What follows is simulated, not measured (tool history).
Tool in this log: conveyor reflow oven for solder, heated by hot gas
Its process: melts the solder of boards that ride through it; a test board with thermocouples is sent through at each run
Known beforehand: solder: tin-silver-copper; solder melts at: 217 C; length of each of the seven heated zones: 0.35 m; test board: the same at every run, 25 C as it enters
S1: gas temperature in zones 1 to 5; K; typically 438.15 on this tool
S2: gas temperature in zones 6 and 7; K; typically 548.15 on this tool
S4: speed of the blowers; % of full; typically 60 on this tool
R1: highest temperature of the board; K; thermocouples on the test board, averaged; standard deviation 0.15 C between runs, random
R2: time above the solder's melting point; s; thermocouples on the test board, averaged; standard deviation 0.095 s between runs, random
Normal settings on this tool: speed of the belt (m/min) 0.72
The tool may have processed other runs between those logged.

run 1 hour=0 | S1=438.15 S2=548.15 speed_of_the_belt_(m/min)=0.72 S4=60 | R1=529.75 R2=43.77
run 2 hour=4.2 | S1=438.15 S2=548.15 speed_of_the_belt_(m/min)=0.72 S4=60 | R1=529.75 R2=43.61
run 3 hour=10.6 | S1=438.15 S2=548.15 speed_of_the_belt_(m/min)=0.72 S4=60 | R1=529.65 R2=43.6
run 4 hour=17.6 | S1=431.15 S2=548.15 speed_of_the_belt_(m/min)=0.72 S4=60 | R1=528.35 R2=41.6
run 5 hour=25.7 | S1=446.15 S2=548.15 speed_of_the_belt_(m/min)=0.72 S4=60 | R1=531.15 R2=46.34
run 6 hour=29.6 | S1=446.15 S2=548.15 speed_of_the_belt_(m/min)=0.72 S4=60 | R1=531.35 R2=46.44
run 7 hour=36.2 | S1=438.15 S2=548.15 speed_of_the_belt_(m/min)=0.788 S4=60 | R1=526.35 R2=37.71
run 8 hour=42.4 | S1=438.15 S2=548.15 speed_of_the_belt_(m/min)=0.788 S4=60 | R1=525.95 R2=37.82
run 9 hour=48.1 | S1=425.15 S2=548.15 speed_of_the_belt_(m/min)=0.72 S4=60 | R1=527.35 R2=39.46
run 10 hour=54.4 | S1=425.15 S2=548.15 speed_of_the_belt_(m/min)=0.72 S4=60 | R1=527.15 R2=39.5
-- hour=62.2 flux residue cleaned out of gas plates and filters
run 11 hour=68 | S1=438.15 S2=548.15 speed_of_the_belt_(m/min)=0.851 S4=60 | R1=524.35 R2=33.87
run 12 hour=75.2 | S1=438.15 S2=548.15 speed_of_the_belt_(m/min)=0.851 S4=60 | R1=524.25 R2=33.68
run 13 hour=81.3 | S1=438.15 S2=548.15 speed_of_the_belt_(m/min)=0.851 S4=60 | R1=524.25 R2=33.69
run 14 hour=89.6 | S1=438.15 S2=548.15 speed_of_the_belt_(m/min)=0.851 S4=60 | R1=524.45 R2=33.81
run 15 hour=96.4 | S1=438.15 S2=548.15 speed_of_the_belt_(m/min)=0.72 S4=60 | R1=530.85 R2=44.36
run 16 hour=100.3 | S1=438.15 S2=540.15 speed_of_the_belt_(m/min)=0.72 S4=78 | R1=528.85 R2=44.48
run 17 hour=105.1 | S1=438.15 S2=540.15 speed_of_the_belt_(m/min)=0.72 S4=78 | R1=528.65 R2=44.32
run 18 hour=112.1 | S1=438.15 S2=540.15 speed_of_the_belt_(m/min)=0.72 S4=78 | R1=528.85 R2=44.61
run 19 hour=119.2 | S1=438.15 S2=540.15 speed_of_the_belt_(m/min)=0.72 S4=78 | R1=528.85 R2=44.42
run 20 hour=124.5 | S1=438.15 S2=546.15 speed_of_the_belt_(m/min)=0.595 S4=60 | R1=534.55 R2=57.07
run 21 hour=133.2 | S1=430.15 S2=540.15 speed_of_the_belt_(m/min)=0.642 S4=72 | R1=529.45 R2=48.85
run 22 hour=138.1 | S1=428.15 S2=542.15 speed_of_the_belt_(m/min)=0.72 S4=66 | R1=525.75 R2=39.79
run 23 hour=142.1 | S1=433.15 S2=540.15 speed_of_the_belt_(m/min)=0.794 S4=55 | R1=516.75 R2=30.62
run 24 hour=149.9 | S1=433.15 S2=540.15 speed_of_the_belt_(m/min)=0.794 S4=55 | R1=516.65 R2=30.56
run 25 hour=156.1 | S1=433.15 S2=540.15 speed_of_the_belt_(m/min)=0.676 S4=55 | R1=522.85 R2=41.46
run 26 hour=161.3 | S1=443.15 S2=548.15 speed_of_the_belt_(m/min)=0.72 S4=60 | R1=531.35 R2=45.6
run 27 hour=169.9 | S1=438.15 S2=536.15 speed_of_the_belt_(m/min)=0.72 S4=60 | R1=519.85 R2=38.18
run 28 hour=174.1 | S1=438.15 S2=536.15 speed_of_the_belt_(m/min)=0.848 S4=60 | R1=514.25 R2=27.71
run 29 hour=179.2 | S1=438.15 S2=536.15 speed_of_the_belt_(m/min)=0.848 S4=60 | R1=513.95 R2=27.71
run 30 hour=182.9 | S1=438.15 S2=536.15 speed_of_the_belt_(m/min)=0.848 S4=60 | R1=514.05 R2=27.62

Alternative continuations, all from the tool just after run 30; predict every row:
run A hour=189.6 | S1=426.15 S2=536.15 speed_of_the_belt_(m/min)=0.8 S4=68 | R1=? R2=?
run B hour=189.6 | S1=425.15 S2=548.15 speed_of_the_belt_(m/min)=0.72 S4=60 | R1=? R2=?
run C hour=189.6 | S1=426.15 S2=548.15 speed_of_the_belt_(m/min)=0.72 S4=60 | R1=? R2=?

run=A R1=516.85 R2=29.91
run=B R1=528.25 R2=39.96
run=C R1=528.25 R2=40.39
With no hidden state in the tool, these same runs would have given:
run=A R1=517.65 R2=30.49
run=B R1=528.95 R2=40.3
run=C R1=528.95 R2=40.72
